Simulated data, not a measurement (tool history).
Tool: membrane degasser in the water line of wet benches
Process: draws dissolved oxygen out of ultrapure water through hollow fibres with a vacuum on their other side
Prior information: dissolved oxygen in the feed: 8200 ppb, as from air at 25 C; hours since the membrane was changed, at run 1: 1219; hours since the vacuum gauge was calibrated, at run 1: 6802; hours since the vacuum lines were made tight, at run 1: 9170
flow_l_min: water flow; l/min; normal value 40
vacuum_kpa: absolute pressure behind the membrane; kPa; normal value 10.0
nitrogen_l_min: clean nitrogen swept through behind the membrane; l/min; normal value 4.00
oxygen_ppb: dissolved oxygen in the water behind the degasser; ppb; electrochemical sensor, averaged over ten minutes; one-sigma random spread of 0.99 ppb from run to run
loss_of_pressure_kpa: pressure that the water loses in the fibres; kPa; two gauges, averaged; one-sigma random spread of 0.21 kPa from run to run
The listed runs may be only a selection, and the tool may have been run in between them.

run    hour  flow_l_min  vacuum_kpa  nitrogen_l_min  hours since the membrane was changed  hours since the vacuum gauge was calibrated  hours since the vacuum lines were made tight  oxygen_ppb  loss_of_pressure_kpa
  1     0.0          40        10.0            4.00                                  1219                                         6802                                          9170       164.5                 49.04
  2   117.6          40        10.0            7.31                                  1336                                         6919                                          9288        95.7                 48.78
  3   205.6          40        10.0            7.31                                  1424                                         7007                                          9376        97.0                 48.65
  4   296.6          40        10.0            4.00                                  1515                                         7098                                          9467       167.0                 48.52
  5   351.8          40        10.0            4.00                                  1570                                         7153                                          9522       163.6                 49.12
  6   461.0          40        10.0            4.00                                  1680                                         7263                                          9631       165.1                 49.28
  7   577.9          40        10.0            2.11                                  1797                                         7380                                          9748       286.8                 49.11
  8   698.8          40        10.0            2.11                                  1918                                         7500                                          9869       287.8                 49.17
      709.8  -- vacuum gauge calibrated
  9   801.6          34        13.4            4.00                                  2020                                           92                                          9971       204.5                 41.95
 10   876.5          34        13.4            4.00                                  2095                                          167                                         10046       207.7                 41.67
 11   981.5          34        13.4            4.00                                  2200                                          272                                         10151       205.4                 41.91
 12  1054.8          61        14.1            4.51                                  2273                                          345                                         10224       374.8                 74.96
 13  1147.4          36        15.8            4.00                                  2366                                          438                                         10317       266.2                 44.43
 14  1267.9          36        15.8            4.00                                  2486                                          558                                         10438       265.6                 44.59
 15  1356.2          40        18.4            7.12                                  2574                                          646                                         10526       209.4                 49.11

Entry by entry between the runs, the difference in hidden state between the last listed run before and the first listed run after:
Runs 8 to 9: vacuum gauge calibrated (hour 709.8)
  drift of the gauge itself on loss_of_pressure_kpa, %: 0.55 -> 0.63
  measured minus no-state result, loss_of_pressure_kpa: +0.27 -> +0.26 kPa
